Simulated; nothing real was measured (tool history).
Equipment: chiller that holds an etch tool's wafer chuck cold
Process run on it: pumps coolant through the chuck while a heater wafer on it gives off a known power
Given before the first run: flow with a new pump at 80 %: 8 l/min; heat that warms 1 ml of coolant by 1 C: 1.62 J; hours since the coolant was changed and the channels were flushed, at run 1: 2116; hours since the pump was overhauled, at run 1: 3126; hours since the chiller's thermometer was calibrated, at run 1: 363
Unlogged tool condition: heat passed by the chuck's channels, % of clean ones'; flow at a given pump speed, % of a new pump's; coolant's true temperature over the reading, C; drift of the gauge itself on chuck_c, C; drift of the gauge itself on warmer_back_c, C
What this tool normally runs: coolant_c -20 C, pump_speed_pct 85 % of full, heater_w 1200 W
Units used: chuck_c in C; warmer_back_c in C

run	day	coolant_c	pump_speed_pct	heater_w	hours since the coolant was changed and the channels were flushed	hours since the pump was overhauled	hours since the chiller's thermometer was calibrated	chuck_c	warmer_back_c
1	0.000	-20	85	1200	2116	3126	363	-9.5	5.23
2	1.379	-20	85	1200	2149	3159	396	-9.5	5.20
3	3.517	-13	85	1200	2200	3210	448	-2.4	5.22
4	5.567	-13	85	1200	2249	3260	497	-2.4	5.15
5	7.071	-13	85	1200	2286	3296	533	-2.5	5.21
6	8.408	-20	75	1200	2318	3328	565	-8.4	5.91
7	10.221	-20	85	1200	2361	3371	609	-9.5	5.19
8	11.346	-20	85	1200	2388	3398	636	-9.4	5.09
9	13.054	-20	64	1200	2429	3439	677	-7.0	7.01
10	15.008	-20	64	759	2476	3486	723	-11.7	4.35
11	17.075	-20	64	759	2526	3536	773	-11.8	4.34
12	18.283	-20	64	759	2555	3565	802	-11.8	4.35
13	19.229	-20	85	1200	2577	3587	825	-9.4	5.05
14	20.229	-20	85	1200	2601	3611	849	-9.6	5.00
15	21.788	-20	85	912	2639	3649	886	-12.1	3.74
16	23.588	-14	85	1200	2682	3692	929	-3.6	5.02
17	24.629	-20	84	1200	2707	3717	954	-9.3	5.07
18	25.688	-20	79	1200	2732	3742	980	-8.9	5.40
19	27.825	-20	79	1200	2784	3794	1031	-8.8	5.41
20	29.254	-20	79	1200	2818	3828	1065	-8.7	5.39
21	30.842	-20	79	1200	2856	3866	1103	-8.8	5.39
22	32.212	-20	89	1200	2889	3899	1136	-9.8	4.66
23	33.508	-20	89	1200	2920	3930	1167	-9.7	4.63
24	34.742	-19	90	919	2950	3960	1197	-11.2	3.50
25	36.112	-20	95	1499	2983	3993	1230	-7.8	5.39
26	37.358	-20	95	1499	3012	4023	1260	-7.9	5.45
27	38.925	-20	95	1499	3050	4060	1297	-7.8	5.39
28	40.767	-20	95	1499	3094	4104	1342	-7.6	5.42
29	42.379	-28	62	1302	3133	4143	1380	-13.6	7.60
30	44.196	-14	82	1200	3177	4187	1424	-3.1	5.03
31	46.133	-14	82	1200	3223	4233	1471	-3.2	4.98
32	47.808	-12	65	1219	3263	4273	1511	1.2	6.63
# day 48.079: gauge calibrated
33	49.017	-20	68	1200	3292	4302	1540	-7.5	6.62

Each row is a separate what-if for the run after 33, all from the same tool condition, not one after another. Results?
A	50.088	-20	91	1727	3318	4328	1565	?	?
B	50.088	-28	79	1200	3318	4328	1565	?	?
C	50.088	-29	93	1342	3318	4328	1565	?	?

run	chuck_c	warmer_back_c
A	-5.6	6.97
B	-16.8	5.69
C	-17.9	5.27
Take away the tool's hidden state, keep each run's random variation, and the runs would have read:
run	chuck_c	warmer_back_c
A	-5.7	6.97
B	-16.8	5.69
C	-17.9	5.27

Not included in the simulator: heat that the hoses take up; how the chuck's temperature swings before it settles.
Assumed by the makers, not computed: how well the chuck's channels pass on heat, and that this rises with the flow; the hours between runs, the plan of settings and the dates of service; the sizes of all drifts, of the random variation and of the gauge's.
